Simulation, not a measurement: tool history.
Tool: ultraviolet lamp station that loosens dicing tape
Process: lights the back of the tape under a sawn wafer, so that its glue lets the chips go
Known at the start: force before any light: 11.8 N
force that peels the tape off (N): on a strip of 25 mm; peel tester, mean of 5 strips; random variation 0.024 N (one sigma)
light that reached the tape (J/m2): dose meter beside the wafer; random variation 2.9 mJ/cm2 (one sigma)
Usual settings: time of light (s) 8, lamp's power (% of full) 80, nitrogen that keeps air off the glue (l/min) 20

run,hour,time of light (s),lamp's power (% of full),nitrogen that keeps air off the glue (l/min),force that peels the tape off (N),light that reached the tape (J/m2)
1,0,8,80,20,1.483,3760
2,11.9,8,80,20,1.499,3790
3,24,13,80,20,0.505,6150
4,44.6,8,80,20,1.534,3740
5,55.7,8,80,20,1.624,3700
6,67.9,6,80,20,2.613,2770
7,78.5,8,69,20,2.044,3130
8,90.1,8,69,20,1.935,3160
9,109.6,8,69,20,2.057,3150
10,121.5,8,80,20,1.615,3620
11,137.9,8,80,20,1.561,3600
12,147.6,8,80,20,1.592,3580
13,167.2,8,80,32,1.329,3550
14,186.1,8,80,32,1.389,3590
15,205,8,80,32,1.412,3570
16,222.8,8,80,32,1.389,3500
17,233,7,80,32,1.764,3070
18,244,8,80,20,1.692,3480
19,261.5,7,80,20,2.213,3050
20,273.4,7,80,20,2.241,3010
21,288.3,7,80,20,2.237,3050
22,298.6,8,80,20,1.753,3480
# hour 307.4: window cleaned of glue's vapour
23,307.8,8,80,20,1.437,3790
24,326.8,8,80,20,1.5,3800
25,347.3,6,80,18,2.475,2800
26,364.6,14,86,18,0.4,7070
27,384.5,14,86,18,0.411,7050
28,402.1,14,86,18,0.408,7030
29,411.8,5,86,32,2.535,2460
30,430.3,5,86,32,2.585,2470
31,450.3,13,76,15,0.729,5600
32,465.2,15,80,9,0.696,6800
33,474.1,10,80,11,1.476,4590
34,489,16,80,22,0.347,7160
35,504.8,6,80,12,3.258,2670
36,522.9,6,63,29,3.22,2100
37,540.3,6,63,29,3.349,2100
38,556.8,5,80,20,3.363,2210
39,567.6,5,80,20,3.493,2190
40,576.7,8,65,17,2.562,2810
41,589,9,80,20,1.372,3910
42,610.6,7,67,20,2.883,2580
43,621.6,7,67,20,2.82,2520
44,636,6,80,17,2.938,2570

Hidden state or all else? Some run-to-run changes of force that peels the tape off (N), split into what the settings, what came in and random variation would give without the hidden state, and what is left for the hidden state (with any gauge scatter that isn't in both results):
The hidden state here: lamp's light, % of a new lamp's; light that the window lets through, % of a clean one's; drift of the gauge itself on peel_n, %; drift of the gauge itself on dose_mj_cm2, %.
Run 22 -> 23: window cleaned of glue's vapour. force that peels the tape off (N) -0.316: hidden state -0.314, all else -0.002.
Run 25 -> 26: time of light (s) 6 -> 14, lamp's power (% of full) 80 -> 86. force that peels the tape off (N) -2.075: hidden state -0.31, all else -1.765.
Run 28 -> 29: time of light (s) 14 -> 5, nitrogen that keeps air off the glue (l/min) 18 -> 32. force that peels the tape off (N) +2.127: hidden state +0.381, all else +1.746.
Run 34 -> 35: time of light (s) 16 -> 6, nitrogen that keeps air off the glue (l/min) 22 -> 12. force that peels the tape off (N) +2.911: hidden state +0.566, all else +2.345.
